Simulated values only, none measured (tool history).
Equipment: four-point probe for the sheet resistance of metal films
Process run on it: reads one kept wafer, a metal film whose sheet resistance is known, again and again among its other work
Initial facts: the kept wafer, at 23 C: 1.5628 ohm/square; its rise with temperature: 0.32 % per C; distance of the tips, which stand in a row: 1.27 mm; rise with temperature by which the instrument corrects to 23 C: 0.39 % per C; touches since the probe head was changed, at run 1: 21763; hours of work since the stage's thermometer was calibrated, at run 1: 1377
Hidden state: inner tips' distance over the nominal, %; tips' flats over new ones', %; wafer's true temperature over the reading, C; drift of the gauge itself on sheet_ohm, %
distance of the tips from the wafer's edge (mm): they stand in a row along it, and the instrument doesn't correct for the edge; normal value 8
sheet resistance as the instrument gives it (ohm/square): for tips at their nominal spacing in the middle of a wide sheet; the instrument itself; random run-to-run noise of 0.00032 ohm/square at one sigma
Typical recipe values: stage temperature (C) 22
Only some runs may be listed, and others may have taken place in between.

| run | hour | stage temperature (C) | distance of the tips from the wafer's edge (mm) | touches since the probe head was changed | hours of work since the stage's thermometer was calibrated | sheet resistance as the instrument gives it (ohm/square) |
|---|---|---|---|---|---|---|
| 1 | 0.0 | 22 | 8 | 21763 | 1377 | 1.592483 |
| 2 | 54.0 | 22 | 12 | 23242 | 1411 | 1.580387 |
| 3 | 104.0 | 22 | 12 | 24610 | 1442 | 1.579838 |
| 4 | 128.9 | 22 | 12 | 25292 | 1457 | 1.580299 |
| 5 | 177.7 | 22 | 12 | 26631 | 1488 | 1.579463 |
| 6 | 223.7 | 22 | 8 | 27889 | 1516 | 1.591675 |
| 7 | 276.1 | 22 | 8 | 29325 | 1549 | 1.590904 |
| 8 | 307.8 | 22 | 19 | 30194 | 1569 | 1.573568 |
| 9 | 351.7 | 22 | 8 | 31396 | 1596 | 1.590811 |
| 10 | 379.9 | 22 | 8 | 32168 | 1614 | 1.590558 |
| 11 | 419.9 | 22 | 8 | 33264 | 1638 | 1.590884 |
| 12 | 447.5 | 30 | 8 | 34021 | 1656 | 1.582132 |
| 13 | 498.2 | 20 | 8 | 35408 | 1687 | 1.591972 |
| 14 | 544.8 | 29 | 8 | 36685 | 1716 | 1.583556 |
| 15 | 586.8 | 29 | 8 | 37833 | 1742 | 1.583130 |
|  | 591.6 | stage's thermometer calibrated |
| 16 | 630.4 | 29 | 8 | 39014 | 24 | 1.582461 |
| 17 | 659.0 | 29 | 8 | 39798 | 42 | 1.582560 |
| 18 | 684.9 | 22 | 6 | 40507 | 58 | 1.604952 |
|  | 698.0 | stage's thermometer calibrated, once more |
| 19 | 743.6 | 22 | 6 | 42102 | 28 | 1.606190 |
| 20 | 792.0 | 22 | 8 | 43429 | 59 | 1.590170 |
| 21 | 851.5 | 22 | 73 | 45058 | 96 | 1.568424 |
| 22 | 878.5 | 22 | 8 | 45796 | 112 | 1.589558 |
| 23 | 924.1 | 28 | 8 | 47046 | 141 | 1.583571 |
| 24 | 974.9 | 24 | 8 | 48436 | 172 | 1.587536 |
| 25 | 1006.6 | 24 | 8 | 49306 | 192 | 1.587583 |
| 26 | 1065.5 | 19 | 7 | 50917 | 229 | 1.598479 |
| 27 | 1118.8 | 29 | 24 | 52377 | 262 | 1.563588 |
| 28 | 1148.2 | 29 | 24 | 53184 | 280 | 1.563166 |
| 29 | 1185.4 | 29 | 24 | 54202 | 304 | 1.563467 |
| 30 | 1232.2 | 34 | 8 | 55483 | 333 | 1.576987 |
| 31 | 1276.4 | 22 | 67 | 56693 | 360 | 1.567436 |
| 32 | 1313.9 | 21 | 6 | 57720 | 383 | 1.604931 |
| 33 | 1358.4 | 21 | 6 | 58941 | 411 | 1.604880 |
| 34 | 1405.6 | 21 | 6 | 60232 | 441 | 1.604837 |
| 35 | 1442.5 | 31 | 5 | 61244 | 464 | 1.609829 |
| 36 | 1482.3 | 22 | 10 | 62335 | 488 | 1.580159 |
| 37 | 1528.5 | 22 | 10 | 63599 | 517 | 1.579566 |
| 38 | 1583.6 | 26 | 38 | 65108 | 551 | 1.562967 |
| 39 | 1618.7 | 26 | 38 | 66069 | 573 | 1.562984 |
| 40 | 1663.5 | 25 | 4 | 67297 | 601 | 1.642867 |
| 41 | 1716.5 | 20 | 58 | 68749 | 634 | 1.568095 |
| 42 | 1772.7 | 20 | 58 | 70287 | 669 | 1.567830 |
| 43 | 1824.9 | 18 | 48 | 71717 | 702 | 1.569568 |
| 44 | 1874.9 | 28 | 9 | 73087 | 733 | 1.575983 |
| 45 | 1933.5 | 26 | 17 | 74692 | 769 | 1.565694 |

4 options for the next run, each taken on its own from the tool as it stands now. Forecast them:
| A | 1984.3 | 30 | 31 | 76083 | 801 | ? |
| B | 1984.3 | 32 | 6 | 76083 | 801 | ? |
| C | 1984.3 | 29 | 8 | 76083 | 801 | ? |
| D | 1984.3 | 20 | 8 | 76083 | 801 | ? |

| run | sheet resistance as the instrument gives it (ohm/square) |
|---|---|
| A | 1.558582 |
| B | 1.592211 |
| C | 1.578642 |
| D | 1.587758 |
Stripped of hidden state, with their random variation kept, the same runs would have yielded:
| run | sheet resistance as the instrument gives it (ohm/square) |
|---|---|
| A | 1.557488 |
| B | 1.591093 |
| C | 1.577538 |
| D | 1.586671 |
